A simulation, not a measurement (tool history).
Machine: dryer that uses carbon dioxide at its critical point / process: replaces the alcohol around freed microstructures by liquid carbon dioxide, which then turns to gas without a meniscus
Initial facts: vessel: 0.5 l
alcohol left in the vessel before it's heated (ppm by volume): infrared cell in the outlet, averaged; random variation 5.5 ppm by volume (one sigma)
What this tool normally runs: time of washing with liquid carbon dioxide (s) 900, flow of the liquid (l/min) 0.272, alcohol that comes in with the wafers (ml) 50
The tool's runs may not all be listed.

run   hour  time of washing with liquid carbon dioxide (s)  flow of the liquid (l/min)  alcohol that comes in with the wafers (ml)  alcohol left in the vessel before it's heated (ppm by volume)
  1      0                                             900                       0.272                                          50                                                            165
  2    6.6                                             900                       0.272                                          50                                                            163
  3   16.6                                             900                       0.272                                          50                                                            175
  4   22.2                                             900                       0.272                                          50                                                            177
  5   27.5                                             900                       0.272                                          50                                                            176
  6   36.5                                             900                       0.272                                          50                                                            177
  7   40.6                                             900                       0.272                                          50                                                            177
  8   50.1                                             900                       0.272                                          50                                                            192
  9   58.1                                             900                       0.272                                          50                                                            183
 10     65                                             900                       0.272                                          50                                                            180
 11   74.2                                             900                       0.272                                          50                                                            182
 12   80.6                                             900                       0.305                                          50                                                             96
 13   89.4                                             900                       0.272                                          50                                                            192
 14   93.8                                             900                       0.272                                          50                                                            188
 15  101.3                                             900                       0.272                                          50                                                            200
 16  111.3                                             900                       0.272                                          50                                                            206
 17  121.2                                            1380                       0.462                                          50                                                             27
 18    130                                            1380                       0.462                                          93                                                             29
 19  134.9                                             660                       0.272                                          50                                                            996
 20  140.6                                            1140                       0.334                                          50                                                             25
 21  149.9                                            1140                       0.334                                          50                                                             34
 22  154.8                                             780                       0.393                                          50                                                             65
 23  161.9                                             960                       0.343                                          50                                                             39
 24  168.1                                             960                       0.247                                          58                                                            301
 25  173.9                                             840                       0.272                                          41                                                            253
 26  181.5                                            1140                       0.306                                          84                                                             50
 27  186.9                                            1200                       0.174                                          50                                                            544
 28  192.5                                            1020                       0.272                                          50                                                            111
 29  198.3                                             900                       0.188                                          50                                                           1447
 30  202.4                                             900                       0.188                                          50                                                           1419

Hidden state or all else? Some run-to-run changes of alcohol left in the vessel before it's heated (ppm by volume), split into what the settings, what came in and random variation would give without the hidden state, and what is left for the hidden state (with any gauge scatter that isn't in both results):
Unlogged tool condition in this case: flow that reaches the vessel past the clogged filter, %; alcohol in the recycled carbon dioxide, ppm; drift of the gauge itself on alcohol_ppm, %.
Run 18 -> 19: time of washing with liquid carbon dioxide (s) 1380 -> 660, flow of the liquid (l/min) 0.462 -> 0.272, alcohol that comes in with the wafers (ml) 93 -> 50. alcohol left in the vessel before it's heated (ppm by volume) +967: hidden state +149, all else +818.
Run 19 -> 20: time of washing with liquid carbon dioxide (s) 660 -> 1140, flow of the liquid (l/min) 0.272 -> 0.334. alcohol left in the vessel before it's heated (ppm by volume) -971: hidden state -146, all else -825.
Run 28 -> 29: time of washing with liquid carbon dioxide (s) 1020 -> 900, flow of the liquid (l/min) 0.272 -> 0.188. alcohol left in the vessel before it's heated (ppm by volume) +1336: hidden state +214, all else +1122.

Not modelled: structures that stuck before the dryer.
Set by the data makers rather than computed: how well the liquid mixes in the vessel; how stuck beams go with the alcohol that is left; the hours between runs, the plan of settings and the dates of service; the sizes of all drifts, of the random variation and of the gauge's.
